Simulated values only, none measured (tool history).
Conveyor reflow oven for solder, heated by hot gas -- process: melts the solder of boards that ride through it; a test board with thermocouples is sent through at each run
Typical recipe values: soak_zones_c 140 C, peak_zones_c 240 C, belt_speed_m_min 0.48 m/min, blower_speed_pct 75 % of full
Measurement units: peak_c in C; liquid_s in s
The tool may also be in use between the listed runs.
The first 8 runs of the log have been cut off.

run	hour	soak_zones_c	peak_zones_c	belt_speed_m_min	blower_speed_pct	peak_c	liquid_s
9	207.3	140	240	0.48	75	226.4	84.5
10	232.2	140	240	0.48	75	226.5	84.5
11	255.9	140	240	0.48	75	226.4	84.5
12	283.6	140	240	0.48	75	226.5	84.5
# hour 291.5: flux residue cleaned out of gas plates and filters
13	328	140	240	0.398	75	231.4	107
14	356.7	140	235	0.398	75	226.5	103.5
15	382	140	235	0.398	75	226.4	103.3
16	401.3	131	240	0.547	69	219.5	64.8
17	432.6	153	240	0.464	75	229.4	95.6
18	455.1	146	248	0.395	78	239.8	116
19	489.3	150	229	0.457	67	218.3	87.5
20	521.4	150	251	0.468	59	236	98.1
21	538.4	137	232	0.541	59	212.4	60.7
22	573.1	126	230	0.509	59	210.7	58.7
23	602	126	230	0.509	59	210.7	58.6
24	624.3	126	230	0.579	83	210.8	51.2
25	648.2	126	230	0.579	83	210.7	51.5
# hour 679: thermocouples of zones 6 and 7 changed
26	685.6	145	240	0.484	75	227	86.4
27	714.9	145	240	0.484	75	227.2	86.4
28	752.8	140	247	0.521	64	228.2	78.7
29	778.2	140	247	0.521	64	228.3	78.4
30	815	138	253	0.483	54	233.7	88.1

4 ways to go on from here, each from the tool as it stands after run 30. What would each give?
A	839.1	138	245	0.554	65	?	?
B	839.1	138	251	0.492	78	?	?
C	839.1	138	246	0.483	54	?	?
D	839.1	140	240	0.48	54	?	?

run	peak_c	liquid_s
A	223.9	69.7
B	235.7	87.7
C	227.5	83.3
D	222.9	80.7
With no hidden state in the tool, these same runs would have given:
run	peak_c	liquid_s
A	223.9	69.7
B	235.7	87.7
C	227.5	83.4
D	222.9	80.7
